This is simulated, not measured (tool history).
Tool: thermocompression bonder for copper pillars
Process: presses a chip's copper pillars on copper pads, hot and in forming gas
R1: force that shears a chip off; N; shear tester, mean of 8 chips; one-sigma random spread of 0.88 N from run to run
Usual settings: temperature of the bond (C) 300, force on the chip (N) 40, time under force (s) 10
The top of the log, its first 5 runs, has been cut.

{"run": 6, "hour": 61.5, "temperature of the bond (C)": 300, "force on the chip (N)": 40, "time under force (s)": 10, "R1": 68.6}
{"run": 7, "hour": 74.6, "temperature of the bond (C)": 300, "force on the chip (N)": 40, "time under force (s)": 10, "R1": 68}
{"run": 8, "hour": 85.4, "temperature of the bond (C)": 300, "force on the chip (N)": 40, "time under force (s)": 10, "R1": 69.6}
{"run": 9, "hour": 92.6, "temperature of the bond (C)": 300, "force on the chip (N)": 40, "time under force (s)": 10, "R1": 68}
{"run": 10, "hour": 105.8, "temperature of the bond (C)": 326, "force on the chip (N)": 40, "time under force (s)": 10, "R1": 89.7}
{"run": 11, "hour": 116.1, "temperature of the bond (C)": 300, "force on the chip (N)": 40, "time under force (s)": 10, "R1": 67.3}
{"run": 12, "hour": 128.0, "temperature of the bond (C)": 300, "force on the chip (N)": 40, "time under force (s)": 10, "R1": 67.5}
{"run": 13, "hour": 136.0, "temperature of the bond (C)": 300, "force on the chip (N)": 40, "time under force (s)": 10, "R1": 67.9}
{"run": 14, "hour": 152.0, "temperature of the bond (C)": 300, "force on the chip (N)": 40, "time under force (s)": 10, "R1": 66.3}
{"run": 15, "hour": 162.3, "temperature of the bond (C)": 300, "force on the chip (N)": 40, "time under force (s)": 10, "R1": 66.2}
{"run": 16, "hour": 169.6, "temperature of the bond (C)": 300, "force on the chip (N)": 32, "time under force (s)": 10, "R1": 57.9}
{"run": 17, "hour": 182.0, "temperature of the bond (C)": 300, "force on the chip (N)": 32, "time under force (s)": 10, "R1": 57}
{"run": 18, "hour": 192.8, "temperature of the bond (C)": 300, "force on the chip (N)": 46, "time under force (s)": 11, "R1": 76.7}
{"hour": 196.3, "done": "heater calibrated with a thermocouple chip"}
{"run": 19, "hour": 202.6, "temperature of the bond (C)": 300, "force on the chip (N)": 27, "time under force (s)": 24, "R1": 68}

Predict the results of run 20:
{"run": 20, "hour": 210.8, "temperature of the bond (C)": 300, "force on the chip (N)": 27, "time under force (s)": 24, "R1": "?"}

{"run 20": {"R1": 70}}
Take away the tool's hidden state, keep the run-to-run variation as it was, and the same run would have given R1 75.4 N.

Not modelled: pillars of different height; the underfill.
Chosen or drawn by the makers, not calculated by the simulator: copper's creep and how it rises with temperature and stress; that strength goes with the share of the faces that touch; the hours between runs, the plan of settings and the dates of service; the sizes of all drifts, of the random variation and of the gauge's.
